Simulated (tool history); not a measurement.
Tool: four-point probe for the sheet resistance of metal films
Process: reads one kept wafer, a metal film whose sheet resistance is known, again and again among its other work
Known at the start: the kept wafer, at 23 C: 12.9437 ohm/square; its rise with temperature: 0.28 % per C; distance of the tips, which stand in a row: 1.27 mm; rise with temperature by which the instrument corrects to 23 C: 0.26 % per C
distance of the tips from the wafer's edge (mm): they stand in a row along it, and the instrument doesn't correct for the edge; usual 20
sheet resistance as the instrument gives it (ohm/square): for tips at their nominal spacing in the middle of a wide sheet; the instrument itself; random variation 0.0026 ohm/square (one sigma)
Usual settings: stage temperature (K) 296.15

run	hour	stage temperature (K)	distance of the tips from the wafer's edge (mm)	sheet resistance as the instrument gives it (ohm/square)
1	0.0	296.15	20	12.888582
2	51.6	296.15	20	12.880206
3	99.9	296.15	65	12.852213
4	190.7	298.15	20	13.019010
5	286.5	298.15	20	13.014401
6	363.8	298.15	20	13.010714
7	417.2	298.15	20	13.007526
8	517.9	298.15	20	13.008575
9	567.9	298.15	20	13.005218
10	624.1	298.15	20	13.000956
11	733.4	298.15	20	12.994175
12	841.6	298.15	20	12.995810
13	891.5	294.15	20	12.983854
14	990.9	293.15	25	12.968703
15	1052.6	301.15	5	13.395389
16	1147.7	301.15	5	13.398146
17	1252.1	301.15	3	14.080192
18	1323.0	291.15	5	13.370411
19	1413.9	304.15	5	13.389083
20	1464.5	299.15	5	13.376281

Not shown: 2 entries that the log had between the listed runs. Between which runs, and how does the tool's hidden state differ before and after?
Between runs 1 and 2: stage's thermometer calibrated (hour 27.7)
  inner tips' distance over the nominal, %: -0.664 -> -0.682; tips' flats over new ones', %: 113 -> 116; wafer's true temperature over the reading, C: 0.33 -> 0.08
  measured less the result without the state, sheet resistance as the instrument gives it (ohm/square): -0.081396 -> -0.092677
Between runs 3 and 4: new probe head fitted (hour 134.3)
  inner tips' distance over the nominal, %: -0.697 -> 0.274; tips' flats over new ones', %: 118 -> 3; wafer's true temperature over the reading, C: 0.09 -> 0.11
  measured less the result without the state, sheet resistance as the instrument gives it (ohm/square): -0.094244 -> +0.042451
